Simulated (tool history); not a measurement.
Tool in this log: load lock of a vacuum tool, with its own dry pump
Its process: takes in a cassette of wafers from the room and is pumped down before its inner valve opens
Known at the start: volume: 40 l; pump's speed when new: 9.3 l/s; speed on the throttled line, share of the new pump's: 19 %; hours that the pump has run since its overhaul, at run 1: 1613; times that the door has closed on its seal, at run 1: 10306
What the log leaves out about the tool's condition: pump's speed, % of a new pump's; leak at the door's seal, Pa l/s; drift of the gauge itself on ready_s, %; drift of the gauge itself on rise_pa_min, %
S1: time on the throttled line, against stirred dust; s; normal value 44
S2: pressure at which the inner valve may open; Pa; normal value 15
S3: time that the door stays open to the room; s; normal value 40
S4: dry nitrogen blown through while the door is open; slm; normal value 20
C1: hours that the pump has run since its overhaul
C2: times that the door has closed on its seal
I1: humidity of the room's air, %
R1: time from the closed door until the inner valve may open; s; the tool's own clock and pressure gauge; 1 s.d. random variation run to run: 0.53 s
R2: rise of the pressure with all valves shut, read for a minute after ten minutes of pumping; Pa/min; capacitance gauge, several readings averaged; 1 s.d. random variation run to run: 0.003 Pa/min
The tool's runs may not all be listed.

run 1 hour=0.0 | S1=44 S2=15 S3=40 S4=20 | C1=1613 C2=10306 | I1=44.8 | R1=73.7 R2=0.026
run 2 hour=127.2 | S1=44 S2=15 S3=40 S4=20 | C1=1740 C2=10677 | I1=45.8 | R1=73.9 R2=0.035
run 3 hour=238.1 | S1=44 S2=15 S3=40 S4=20 | C1=1851 C2=11001 | I1=43.9 | R1=74.3 R2=0.027
run 4 hour=302.9 | S1=44 S2=15 S3=40 S4=20 | C1=1916 C2=11190 | I1=43.6 | R1=74.2 R2=0.029
run 5 hour=407.1 | S1=44 S2=15 S3=40 S4=20 | C1=2020 C2=11494 | I1=48.7 | R1=74.7 R2=0.030
run 6 hour=487.5 | S1=44 S2=13 S3=40 S4=20 | C1=2101 C2=11729 | I1=45.3 | R1=75.0 R2=0.034
run 7 hour=541.0 | S1=44 S2=15 S3=40 S4=20 | C1=2154 C2=11885 | I1=47.4 | R1=74.0 R2=0.025
run 8 hour=599.7 | S1=44 S2=15 S3=40 S4=20 | C1=2213 C2=12056 | I1=44.7 | R1=73.6 R2=0.034
run 9 hour=687.7 | S1=44 S2=15 S3=40 S4=20 | C1=2301 C2=12313 | I1=42.1 | R1=72.7 R2=0.027
run 10 hour=794.3 | S1=44 S2=15 S3=40 S4=20 | C1=2407 C2=12624 | I1=46.6 | R1=73.3 R2=0.035
run 11 hour=846.7 | S1=24 S2=16 S3=40 S4=20 | C1=2460 C2=12777 | I1=45.4 | R1=56.7 R2=0.030
run 12 hour=948.4 | S1=24 S2=16 S3=40 S4=20 | C1=2561 C2=13074 | I1=45.0 | R1=56.8 R2=0.029
run 13 hour=1067.8 | S1=24 S2=16 S3=40 S4=20 | C1=2681 C2=13422 | I1=43.0 | R1=57.1 R2=0.025
run 14 hour=1127.3 | S1=60 S2=15 S3=104 S4=20 | C1=2740 C2=13596 | I1=42.2 | R1=87.4 R2=0.036
run 15 hour=1206.5 | S1=60 S2=15 S3=104 S4=20 | C1=2820 C2=13827 | I1=44.5 | R1=87.2 R2=0.040
run 16 hour=1311.6 | S1=54 S2=10 S3=184 S4=29 | C1=2925 C2=14133 | I1=46.2 | R1=82.6 R2=0.034
run 17 hour=1438.8 | S1=54 S2=10 S3=184 S4=29 | C1=3052 C2=14505 | I1=45.0 | R1=83.9 R2=0.039
run 18 hour=1497.3 | S1=54 S2=10 S3=184 S4=29 | C1=3110 C2=14675 | I1=45.2 | R1=84.5 R2=0.035
run 19 hour=1570.1 | S1=28 S2=15 S3=55 S4=20 | C1=3183 C2=14888 | I1=48.2 | R1=59.9 R2=0.036

What if the next run were any one of these 3? Each begins from the tool's condition after run 19:
run A hour=1652.4 | S1=26 S2=15 S3=131 S4=7 | C1=3265 C2=15128 | I1=46.9 | R1=? R2=?
run B hour=1652.4 | S1=44 S2=15 S3=55 S4=20 | C1=3265 C2=15128 | I1=46.7 | R1=? R2=?
run C hour=1652.4 | S1=44 S2=15 S3=80 S4=20 | C1=3265 C2=15128 | I1=45.0 | R1=? R2=?

run=A R1=59.7 R2=0.068
run=B R1=73.6 R2=0.033
run=C R1=74.6 R2=0.035
With the hidden condition removed and each run's random variation left untouched, the same runs would have given:
run=A R1=59.7 R2=0.068
run=B R1=73.6 R2=0.032
run=C R1=74.6 R2=0.034

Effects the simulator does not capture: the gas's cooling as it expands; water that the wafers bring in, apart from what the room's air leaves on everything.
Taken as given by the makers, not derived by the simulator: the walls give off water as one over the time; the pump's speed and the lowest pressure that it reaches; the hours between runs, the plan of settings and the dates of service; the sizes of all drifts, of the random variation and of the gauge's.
